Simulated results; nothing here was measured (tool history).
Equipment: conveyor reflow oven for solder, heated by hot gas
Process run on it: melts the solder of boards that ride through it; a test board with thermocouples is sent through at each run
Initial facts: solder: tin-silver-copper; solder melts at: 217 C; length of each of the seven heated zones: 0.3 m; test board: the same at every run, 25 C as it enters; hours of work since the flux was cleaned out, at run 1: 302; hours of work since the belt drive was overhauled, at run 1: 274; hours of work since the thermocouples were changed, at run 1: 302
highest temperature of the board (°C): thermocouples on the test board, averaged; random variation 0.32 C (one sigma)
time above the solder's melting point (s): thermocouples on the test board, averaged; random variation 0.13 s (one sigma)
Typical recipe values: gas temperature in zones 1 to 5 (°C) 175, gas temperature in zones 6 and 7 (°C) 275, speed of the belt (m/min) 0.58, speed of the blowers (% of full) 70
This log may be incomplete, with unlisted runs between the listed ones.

run	hour	gas temperature in zones 1 to 5 (°C)	gas temperature in zones 6 and 7 (°C)	speed of the belt (m/min)	speed of the blowers (% of full)	hours of work since the flux was cleaned out	hours of work since the belt drive was overhauled	hours of work since the thermocouples were changed	highest temperature of the board (°C)	time above the solder's melting point (s)
1	0	175	275	0.58	70	302	274	302	260.3	50.8
2	26.7	175	275	0.58	70	323	296	323	260.4	51.3
3	57.3	175	275	0.58	70	347	320	347	260	51.3
4	81.2	185	275	0.58	70	366	339	366	261.6	54.7
5	110	175	270	0.58	70	389	362	389	255.5	49
6	132.8	175	270	0.58	70	407	380	407	255.3	48.8
7	166.4	175	275	0.58	70	434	407	434	260.4	51.2
# hour 174.4: flux residue cleaned out of gas plates and filters
8	201.3	175	275	0.58	70	21	431	458	260.2	51.1
9	219.7	175	275	0.58	62	36	445	472	257.1	49.6
10	237.1	175	275	0.58	62	50	459	486	257.8	49.4
11	279.6	175	275	0.58	70	84	493	520	259.7	51.2
12	320.6	175	275	0.58	70	116	525	553	260.5	51
13	341.8	175	275	0.58	70	133	542	570	260	51
14	369.2	175	275	0.537	70	155	564	591	262.2	56.7
15	394.4	175	275	0.537	70	175	584	611	262.8	56.6
16	436.5	175	275	0.537	70	208	618	645	262.2	56.6
17	474.9	178	275	0.512	70	239	648	675	264	61.5
18	498.8	178	275	0.512	70	258	667	694	264.1	61.3
19	526.1	178	275	0.512	70	280	689	716	264.1	61.3
20	546.4	175	275	0.614	58	296	705	732	254.2	44.5
21	570.1	175	275	0.568	53	315	724	751	255	48.6
22	587.7	175	275	0.568	53	329	738	765	255.2	48.8
23	610.5	175	275	0.568	53	347	756	783	254.9	48.9
24	648.9	175	286	0.58	74	377	786	814	271.4	55.7
25	684.6	174	271	0.518	51	406	815	842	254.2	52.9
26	703.4	174	271	0.518	51	421	830	857	254.5	52.8
# hour 728: flux residue cleaned out of gas plates and filters
27	732.2	174	271	0.518	51	3	849	876	254.5	53
28	753.9	178	272	0.641	73	21	866	893	256	44.7
29	775.2	190	272	0.641	73	38	883	910	257.6	49.2
30	812.1	175	275	0.617	73	67	912	939	258.9	47.4
31	841.3	167	278	0.695	79	90	935	963	257.8	39.5

Entry by entry between the runs, the difference in hidden state between the last listed run before and the first listed run after:
Between runs 7 and 8: flux residue cleaned out of gas plates and filters (hour 174.4)
  heat that the gas passes to the board, % of a clean oven's: 99.5 -> 100
Between runs 26 and 27: flux residue cleaned out of gas plates and filters (hour 728)
  heat that the gas passes to the board, % of a clean oven's: 99.5 -> 100

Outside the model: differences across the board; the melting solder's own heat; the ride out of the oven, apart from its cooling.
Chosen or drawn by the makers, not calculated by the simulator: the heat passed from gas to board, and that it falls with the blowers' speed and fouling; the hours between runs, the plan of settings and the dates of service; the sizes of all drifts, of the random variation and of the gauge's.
